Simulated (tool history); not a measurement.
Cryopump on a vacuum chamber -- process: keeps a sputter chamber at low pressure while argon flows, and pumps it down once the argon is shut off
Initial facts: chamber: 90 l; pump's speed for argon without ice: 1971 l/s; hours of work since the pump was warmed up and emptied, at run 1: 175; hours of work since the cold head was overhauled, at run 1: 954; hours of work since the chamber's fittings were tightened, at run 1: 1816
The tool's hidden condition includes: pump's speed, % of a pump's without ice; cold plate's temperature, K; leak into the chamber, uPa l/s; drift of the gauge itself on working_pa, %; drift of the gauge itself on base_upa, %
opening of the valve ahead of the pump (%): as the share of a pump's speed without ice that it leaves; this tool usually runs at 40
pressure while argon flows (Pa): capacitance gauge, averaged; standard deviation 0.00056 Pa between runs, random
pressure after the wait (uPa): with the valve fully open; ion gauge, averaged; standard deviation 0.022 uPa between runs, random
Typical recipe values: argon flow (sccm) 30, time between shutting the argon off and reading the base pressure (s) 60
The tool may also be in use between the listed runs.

run,hour,argon flow (sccm),time between shutting the argon off and reading the base pressure (s),opening of the valve ahead of the pump (%),hours of work since the pump was warmed up and emptied,hours of work since the cold head was overhauled,hours of work since the chamber's fittings were tightened,pressure while argon flows (Pa),pressure after the wait (uPa)
1,0.0,30,60,40,175,954,1816,0.0665,1.68
2,17.7,14,60,40,185,965,1826,0.0307,1.71
3,36.2,30,60,40,196,975,1837,0.0656,1.65
4,68.8,30,60,40,215,995,1856,0.0676,1.69
5,107.4,30,60,40,237,1017,1878,0.0687,1.77
6,132.7,30,54,40,252,1032,1893,0.0675,1.83
7,159.3,30,54,40,268,1047,1909,0.0672,1.83
8,198.7,30,54,40,291,1070,1932,0.0688,1.81
9,231.1,30,41,40,310,1089,1951,0.0679,2.04
10,271.2,30,41,40,333,1113,1974,0.0692,2.00
11,288.6,30,41,28,343,1123,1984,0.0966,2.12
12,326.2,30,41,28,365,1145,2006,0.0981,2.14
13,367.0,31,60,60,389,1169,2030,0.0486,1.93
14,403.3,25,60,28,410,1190,2051,0.0811,1.99
15,442.6,37,41,32,433,1213,2074,0.1074,2.23

Estimate the outcome of run 16 from the log above:
16,466.2,44,37,47,447,1227,2088,?,?

pressure while argon flows (Pa): 0.0899
pressure after the wait (uPa): 2.36
With no hidden state in the tool, this same run would have given pressure while argon flows (Pa) 0.0807, pressure after the wait (uPa) 0.96.
